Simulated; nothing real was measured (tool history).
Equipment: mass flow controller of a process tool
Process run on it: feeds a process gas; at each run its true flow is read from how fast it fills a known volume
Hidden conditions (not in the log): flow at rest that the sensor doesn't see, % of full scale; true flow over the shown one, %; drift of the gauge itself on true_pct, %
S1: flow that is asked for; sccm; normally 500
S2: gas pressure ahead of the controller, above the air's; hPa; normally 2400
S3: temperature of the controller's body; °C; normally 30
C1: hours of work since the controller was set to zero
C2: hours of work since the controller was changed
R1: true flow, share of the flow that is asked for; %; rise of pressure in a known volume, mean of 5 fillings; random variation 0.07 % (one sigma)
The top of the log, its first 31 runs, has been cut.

run	hour	S1	S2	S3	C1	C2	R1
32	3909.3	101	1420	21	5012	5012	97.18
33	4055.9	101	1420	21	5099	5099	96.97
34	4162.8	101	1420	21	5163	5163	96.96
35	4239.8	101	1420	21	5208	5208	96.73
36	4407.9	101	1420	21	5308	5308	96.49
# hour 4417: gauge calibrated
37	4573.9	380	1970	30	5407	5407	98.81
38	4712.1	699	2400	30	5489	5489	99.16
39	4860	131	2400	30	5577	5577	98.29
40	4934.7	103	1770	34	5622	5622	97.81
41	5102.7	352	2720	28	5721	5721	98.77
42	5238.1	965	2720	25	5802	5802	99.34
43	5386.8	461	2550	24	5890	5890	98.59
44	5546	461	2550	24	5985	5985	98.49
45	5626.5	218	1980	26	6033	6033	97.75
46	5762	218	1980	26	6114	6114	97.61
47	5893.2	218	1980	26	6192	6192	97.32

4 ways to go on from here, each from the tool as it stands after run 47. What would each give?
A	6000.2	125	1810	30	6255	6255	?
B	6000.2	218	2140	36	6255	6255	?
C	6000.2	864	2240	39	6255	6255	?
D	6000.2	306	1780	29	6255	6255	?

run	R1
A	96.85
B	96.69
C	97.22
D	97.09
Stripped of hidden state, with their random variation kept, the same runs would have yielded:
run	R1
A	98.78
B	98.58
C	99.08
D	98.97
